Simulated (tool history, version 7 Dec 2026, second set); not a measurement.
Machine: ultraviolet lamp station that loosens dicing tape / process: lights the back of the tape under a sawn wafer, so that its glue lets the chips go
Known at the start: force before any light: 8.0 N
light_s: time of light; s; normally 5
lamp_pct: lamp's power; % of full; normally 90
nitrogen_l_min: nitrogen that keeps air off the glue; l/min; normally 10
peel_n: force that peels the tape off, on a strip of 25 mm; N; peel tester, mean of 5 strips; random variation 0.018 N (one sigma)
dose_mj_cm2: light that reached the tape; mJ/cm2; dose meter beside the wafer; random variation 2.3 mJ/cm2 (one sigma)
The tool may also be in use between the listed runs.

Run 1, hour 0: usual settings. Result: peel_n 1.072 N, dose_mj_cm2 218 mJ/cm2.
Run 2, hour 37.6: usual settings but lamp_pct 94 % of full. Result: peel_n 0.946 N, dose_mj_cm2 228 mJ/cm2.
Run 3, hour 69.9: usual settings but lamp_pct 94 % of full. Result: peel_n 1.003 N, dose_mj_cm2 224 mJ/cm2.
Run 4, hour 94.5: usual settings. Result: peel_n 1.097 N, dose_mj_cm2 211 mJ/cm2.
Run 5, hour 123.5: usual settings. Result: peel_n 1.115 N, dose_mj_cm2 210 mJ/cm2.
Run 6, hour 147.5: usual settings. Result: peel_n 1.079 N, dose_mj_cm2 210 mJ/cm2.
Run 7, hour 181.9: usual settings. Result: peel_n 1.128 N, dose_mj_cm2 205 mJ/cm2.
Run 8, hour 197.7: usual settings. Result: peel_n 1.132 N, dose_mj_cm2 206 mJ/cm2.
Run 9, hour 234.6: usual settings. Result: peel_n 1.144 N, dose_mj_cm2 208 mJ/cm2.
Run 10, hour 250.8: usual settings. Result: peel_n 1.19 N, dose_mj_cm2 201 mJ/cm2.
Run 11, hour 283.2: usual settings but nitrogen_l_min 17 l/min. Result: peel_n 0.87 N, dose_mj_cm2 200 mJ/cm2.
Run 12, hour 315.3: usual settings but nitrogen_l_min 17 l/min. Result: peel_n 0.889 N, dose_mj_cm2 197 mJ/cm2.
Run 13, hour 336.8: usual settings but light_s 3 s. Result: peel_n 2.281 N, dose_mj_cm2 127 mJ/cm2.
Run 14, hour 353.1: usual settings but light_s 6 s. Result: peel_n 0.795 N, dose_mj_cm2 251 mJ/cm2.
Run 15, hour 390.3: usual settings but light_s 6 s. Result: peel_n 0.812 N, dose_mj_cm2 251 mJ/cm2.
Run 16, hour 415.7: usual settings but light_s 6 s, lamp_pct 67 % of full. Result: peel_n 1.415 N, dose_mj_cm2 184 mJ/cm2.
Run 17, hour 431.4: usual settings but lamp_pct 87 % of full. Result: peel_n 1.161 N, dose_mj_cm2 199 mJ/cm2.
Run 18, hour 468.4: usual settings but lamp_pct 87 % of full. Result: peel_n 1.262 N, dose_mj_cm2 197 mJ/cm2.
Run 19, hour 499.7: usual settings but lamp_pct 98 % of full. Result: peel_n 1.029 N, dose_mj_cm2 218 mJ/cm2.
Run 20, hour 533.8: usual settings but lamp_pct 98 % of full. Result: peel_n 1.062 N, dose_mj_cm2 219 mJ/cm2.
Run 21, hour 549.1: usual settings but lamp_pct 81 % of full. Result: peel_n 1.461 N, dose_mj_cm2 181 mJ/cm2.
Run 22, hour 581.7: usual settings but lamp_pct 81 % of full. Result: peel_n 1.518 N, dose_mj_cm2 173 mJ/cm2.
Run 23, hour 619.6: usual settings but lamp_pct 64 % of full, nitrogen_l_min 6 l/min. Result: peel_n 2.683 N, dose_mj_cm2 137 mJ/cm2.
Run 24, hour 640: usual settings but light_s 4 s, lamp_pct 61 % of full, nitrogen_l_min 7 l/min. Result: peel_n 3.284 N, dose_mj_cm2 105 mJ/cm2.
Run 25, hour 657.8: usual settings but light_s 4 s, lamp_pct 61 % of full, nitrogen_l_min 7 l/min. Result: peel_n 3.318 N, dose_mj_cm2 105 mJ/cm2.
Run 26, hour 674.6: usual settings but lamp_pct 70 % of full, nitrogen_l_min 20 l/min. Result: peel_n 1.306 N, dose_mj_cm2 143 mJ/cm2.
Run 27, hour 695.9: usual settings but light_s 2 s, lamp_pct 61 % of full, nitrogen_l_min 20 l/min. Result: peel_n 4.185 N, dose_mj_cm2 48 mJ/cm2.
Run 28, hour 733.1: usual settings but light_s 9 s, lamp_pct 62 % of full. Result: peel_n 0.927 N, dose_mj_cm2 229 mJ/cm2.
Run 29, hour 760.7: usual settings but light_s 8 s, lamp_pct 80 % of full, nitrogen_l_min 4 l/min. Result: peel_n 1.481 N, dose_mj_cm2 264 mJ/cm2.
Run 30, hour 783.9: usual settings but nitrogen_l_min 8 l/min. Result: peel_n 1.596 N, dose_mj_cm2 184 mJ/cm2.
Run 31, hour 810.7: usual settings but lamp_pct 95 % of full. Result: peel_n 1.29 N, dose_mj_cm2 191 mJ/cm2.
Run 32, hour 841.6: usual settings but light_s 6 s, lamp_pct 68 % of full, nitrogen_l_min 11 l/min. Result: peel_n 1.59 N, dose_mj_cm2 164 mJ/cm2.
Run 33, hour 862.1: usual settings but light_s 3 s, lamp_pct 95 % of full, nitrogen_l_min 3 l/min. Result: peel_n 4.024 N, dose_mj_cm2 111 mJ/cm2.
Run 34, hour 887.7: usual settings but light_s 7 s, lamp_pct 95 % of full, nitrogen_l_min 4 l/min. Result: peel_n 1.469 N, dose_mj_cm2 262 mJ/cm2.
Run 35, hour 919.7: usual settings but light_s 4 s, lamp_pct 85 % of full, nitrogen_l_min 19 l/min. Result: peel_n 1.649 N, dose_mj_cm2 130 mJ/cm2.
Run 36, hour 946.9: usual settings but light_s 4 s, nitrogen_l_min 4 l/min. Result: peel_n 3.305 N, dose_mj_cm2 136 mJ/cm2.
Run 37, hour 966.6: usual settings but lamp_pct 74 % of full, nitrogen_l_min 12 l/min. Result: peel_n 1.807 N, dose_mj_cm2 140 mJ/cm2.
Run 38, hour 999.4: usual settings but lamp_pct 97 % of full, nitrogen_l_min 3 l/min. Result: peel_n 2.761 N, dose_mj_cm2 184 mJ/cm2.
Run 39, hour 1019.7: usual settings but light_s 3 s, nitrogen_l_min 12 l/min. Result: peel_n 2.815 N, dose_mj_cm2 101 mJ/cm2.
Run 40, hour 1049.4: usual settings but light_s 7 s. Result: peel_n 0.806 N, dose_mj_cm2 249 mJ/cm2.
Run 41, hour 1075.7: usual settings but light_s 9 s, nitrogen_l_min 7 l/min. Result: peel_n 0.697 N, dose_mj_cm2 320 mJ/cm2.

Between the runs listed above, the log contained 2 entries, not reproduced here. Where in the sequence does each belong, and how does what the log doesn't record of the tool's condition differ from the listed run before to the listed run after?
Logged between run 12 and run 13: window cleaned of glue's vapour (hour 322.9)
  lamp's light, % of a new lamp's: 87.3 -> 86.9; light that the window lets through, % of a clean one's: 92.9 -> 99.7
  the result without the hidden state subtracted from the measured one, peel_n: +0.286 -> +0.376 N; dose_mj_cm2: -45 -> -20 mJ/cm2
Logged between run 39 and run 40: window cleaned of glue's vapour (hour 1041.6)
  lamp's light, % of a new lamp's: 74.3 -> 73.8; light that the window lets through, % of a clean one's: 92.9 -> 99.5
  the result without the hidden state subtracted from the measured one, peel_n: +1.021 -> +0.348 N; dose_mj_cm2: -46 -> -91 mJ/cm2
